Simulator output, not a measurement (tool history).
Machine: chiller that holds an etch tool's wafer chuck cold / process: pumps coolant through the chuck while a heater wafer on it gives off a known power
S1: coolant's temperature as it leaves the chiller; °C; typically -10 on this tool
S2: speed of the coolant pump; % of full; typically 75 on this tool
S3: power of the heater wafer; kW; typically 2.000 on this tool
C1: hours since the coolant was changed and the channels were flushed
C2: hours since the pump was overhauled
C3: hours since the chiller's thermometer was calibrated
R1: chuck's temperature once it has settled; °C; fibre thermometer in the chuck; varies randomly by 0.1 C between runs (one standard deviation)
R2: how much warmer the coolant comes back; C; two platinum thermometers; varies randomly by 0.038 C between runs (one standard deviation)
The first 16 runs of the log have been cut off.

run 17 hour=1005.2 | S1=-10 S2=75 S3=1.216 | C1=4862 C2=1813 C3=5629 | R1=-0.2 R2=5.19
run 18 hour=1042.1 | S1=-10 S2=87 S3=1.765 | C1=4899 C2=1850 C3=5666 | R1=3.0 R2=6.31
-- hour=1057.1 gauge calibrated
run 19 hour=1129.8 | S1=-10 S2=60 S3=1.765 | C1=4986 C2=1937 C3=5753 | R1=6.5 R2=8.90
-- hour=1172.4 chiller's thermometer calibrated
run 20 hour=1189.3 | S1=-10 S2=76 S3=1.096 | C1=5045 C2=1996 C3=17 | R1=-1.5 R2=4.35
run 21 hour=1226.6 | S1=-10 S2=76 S3=1.096 | C1=5082 C2=2033 C3=54 | R1=-1.4 R2=4.37
run 22 hour=1297.3 | S1=-10 S2=65 S3=1.265 | C1=5153 C2=2104 C3=125 | R1=1.0 R2=5.92
run 23 hour=1341.7 | S1=-19 S2=96 S3=1.265 | C1=5197 C2=2148 C3=169 | R1=-10.2 R2=4.02
run 24 hour=1415.0 | S1=-4 S2=78 S3=1.265 | C1=5270 C2=2222 C3=243 | R1=6.1 R2=4.94
run 25 hour=1487.6 | S1=-8 S2=75 S3=1.219 | C1=5343 C2=2294 C3=315 | R1=1.7 R2=5.03
run 26 hour=1538.7 | S1=-13 S2=94 S3=1.219 | C1=5394 C2=2345 C3=366 | R1=-4.3 R2=4.00
run 27 hour=1584.7 | S1=-1 S2=78 S3=2.000 | C1=5440 C2=2391 C3=412 | R1=14.7 R2=7.76
run 28 hour=1630.8 | S1=-9 S2=92 S3=2.000 | C1=5486 C2=2437 C3=458 | R1=5.2 R2=6.64
run 29 hour=1682.0 | S1=-9 S2=92 S3=2.000 | C1=5537 C2=2489 C3=510 | R1=5.1 R2=6.64

For run 30, what comes out?
run 30 hour=1759.5 | S1=-13 S2=92 S3=1.888 | C1=5615 C2=2566 C3=587 | R1=? R2=?

Run 30 gave R1 0.3 °C, R2 6.37 C.
If the tool had no hidden condition, the same run with the same run-to-run variation would have returned R1 0.3 °C, R2 6.11 C.

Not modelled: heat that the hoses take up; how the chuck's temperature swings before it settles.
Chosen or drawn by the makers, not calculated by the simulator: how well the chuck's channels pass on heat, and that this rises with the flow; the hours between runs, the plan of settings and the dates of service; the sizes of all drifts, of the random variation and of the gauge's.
